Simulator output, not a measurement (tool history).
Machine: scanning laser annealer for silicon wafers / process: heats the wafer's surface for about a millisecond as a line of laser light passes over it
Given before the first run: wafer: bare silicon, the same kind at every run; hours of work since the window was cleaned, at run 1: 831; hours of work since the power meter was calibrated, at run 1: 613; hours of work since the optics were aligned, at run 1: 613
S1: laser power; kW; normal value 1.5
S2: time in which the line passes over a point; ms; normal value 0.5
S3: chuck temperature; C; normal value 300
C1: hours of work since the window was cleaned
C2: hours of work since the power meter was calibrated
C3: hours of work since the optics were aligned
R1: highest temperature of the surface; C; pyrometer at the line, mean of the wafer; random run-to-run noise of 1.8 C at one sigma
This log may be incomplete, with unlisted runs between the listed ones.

run 1 hour=0 | S1=1.5 S2=0.5 S3=300 | C1=831 C2=613 C3=613 | R1=980
run 2 hour=26 | S1=1.5 S2=0.5 S3=289 | C1=849 C2=631 C3=631 | R1=966
run 3 hour=47.7 | S1=1.5 S2=0.5 S3=289 | C1=863 C2=645 C3=645 | R1=964
run 4 hour=83.7 | S1=1.5 S2=0.5 S3=289 | C1=887 C2=669 C3=669 | R1=965
run 5 hour=113.9 | S1=1.5 S2=0.5 S3=289 | C1=908 C2=690 C3=690 | R1=961
run 6 hour=149.1 | S1=1.5 S2=0.5 S3=300 | C1=932 C2=713 C3=713 | R1=971
-- hour=165.5 window over the wafer cleaned
run 7 hour=190.9 | S1=1.5 S2=0.355 S3=300 | C1=17 C2=740 C3=740 | R1=904
run 8 hour=221.8 | S1=1.5 S2=0.355 S3=300 | C1=38 C2=761 C3=761 | R1=901
run 9 hour=251 | S1=1.5 S2=0.355 S3=300 | C1=58 C2=781 C3=781 | R1=897
run 10 hour=290.2 | S1=1.627 S2=0.5 S3=300 | C1=84 C2=807 C3=807 | R1=1076
run 11 hour=313.5 | S1=1.627 S2=0.5 S3=267 | C1=100 C2=823 C3=823 | R1=1044
run 12 hour=336.2 | S1=1.5 S2=0.5 S3=301 | C1=115 C2=838 C3=838 | R1=1010
run 13 hour=378.8 | S1=1.5 S2=0.5 S3=307 | C1=144 C2=867 C3=867 | R1=1015
run 14 hour=419.8 | S1=1.5 S2=0.5 S3=307 | C1=172 C2=895 C3=895 | R1=1012
run 15 hour=448.1 | S1=1.5 S2=0.5 S3=307 | C1=191 C2=914 C3=914 | R1=1013
run 16 hour=472.6 | S1=1.5 S2=0.5 S3=300 | C1=207 C2=930 C3=930 | R1=1005
run 17 hour=495.5 | S1=1.361 S2=0.5 S3=300 | C1=223 C2=946 C3=946 | R1=939
-- hour=502.5 laser's power meter calibrated
run 18 hour=532.2 | S1=1.361 S2=0.5 S3=300 | C1=245 C2=20 C3=969 | R1=936
run 19 hour=572.8 | S1=1.361 S2=0.5 S3=300 | C1=273 C2=47 C3=996 | R1=933
run 20 hour=609.5 | S1=1.506 S2=0.488 S3=325 | C1=297 C2=72 C3=1021 | R1=1023
run 21 hour=631.5 | S1=1.506 S2=0.488 S3=325 | C1=312 C2=87 C3=1035 | R1=1023
-- hour=670.5 laser's power meter calibrated, once more
run 22 hour=676 | S1=1.5 S2=0.354 S3=322 | C1=340 C2=4 C3=1063 | R1=908
run 23 hour=714.6 | S1=1.641 S2=0.467 S3=300 | C1=366 C2=30 C3=1090 | R1=1037
run 24 hour=744.7 | S1=1.641 S2=0.467 S3=300 | C1=387 C2=50 C3=1110 | R1=1037
run 25 hour=784.8 | S1=1.641 S2=0.467 S3=300 | C1=414 C2=77 C3=1137 | R1=1039
run 26 hour=811.9 | S1=1.513 S2=0.605 S3=300 | C1=432 C2=95 C3=1155 | R1=1064
run 27 hour=840.4 | S1=1.513 S2=0.605 S3=300 | C1=451 C2=115 C3=1174 | R1=1063
run 28 hour=889.8 | S1=1.5 S2=0.46 S3=296 | C1=484 C2=148 C3=1208 | R1=955
run 29 hour=918.5 | S1=1.5 S2=0.46 S3=296 | C1=504 C2=167 C3=1227 | R1=954
-- hour=948.6 optics aligned, line set to its width
run 30 hour=952.6 | S1=1.472 S2=0.42 S3=283 | C1=523 C2=187 C3=3 | R1=911
run 31 hour=980.3 | S1=1.472 S2=0.42 S3=283 | C1=542 C2=206 C3=21 | R1=907
run 32 hour=1011.7 | S1=1.419 S2=0.532 S3=300 | C1=563 C2=227 C3=43 | R1=972
run 33 hour=1038.3 | S1=1.52 S2=0.385 S3=321 | C1=581 C2=245 C3=60 | R1=938

Branching from run 33: 4 alternative next runs. What would each branch give?
run A hour=1080.1 | S1=1.634 S2=0.5 S3=300 | C1=609 C2=273 C3=89 | R1=?
run B hour=1080.1 | S1=1.381 S2=0.363 S3=300 | C1=609 C2=273 C3=89 | R1=?
run C hour=1080.1 | S1=1.33 S2=0.385 S3=321 | C1=609 C2=273 C3=89 | R1=?
run D hour=1080.1 | S1=1.408 S2=0.447 S3=332 | C1=609 C2=273 C3=89 | R1=?

run=A R1=1060
run=B R1=840
run=C R1=854
run=D R1=942
Without the tool's unlogged condition, the same runs would have read:
run=A R1=1092
run=B R1=862
run=C R1=876
run=D R1=967
